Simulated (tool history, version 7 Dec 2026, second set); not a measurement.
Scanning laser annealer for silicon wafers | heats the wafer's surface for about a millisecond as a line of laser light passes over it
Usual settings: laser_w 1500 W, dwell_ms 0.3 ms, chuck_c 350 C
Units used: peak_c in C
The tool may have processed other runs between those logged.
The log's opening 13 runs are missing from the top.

run   hour  laser_w  dwell_ms  chuck_c  peak_c
 14  146.9     1500       0.3      325    1077
 15  161.6     1500       0.3      325    1075
     165.6  -- laser's power meter calibrated
 16  175.7     1500       0.3      325    1072
 17  183.1     1500       0.3      367    1117
 18  189.4     1500       0.3      350    1099
     198.3  -- window over the wafer cleaned
 19  202.4     1500       0.3      378    1152
 20  215.4     1500       0.3      378    1150
 21  223.7     1500       0.3      378    1148
 22  231.3     1308     0.348      363    1075
 23    243     1352     0.301      337    1025
     251.3  -- laser's power meter calibrated, once more
 24  255.7     1583     0.301      365    1182
 25  270.2     1626     0.221      313    1040
 26  281.6     1500     0.253      375    1085
 27  290.4     1443      0.36      375    1182

What will run 28 give?
 28  301.9     1310     0.268      388       ?

Run 28 yielded peak_c 1015 C.
With the hidden condition absent and the run-to-run variation left alone, this run would have shown peak_c 1024 C.
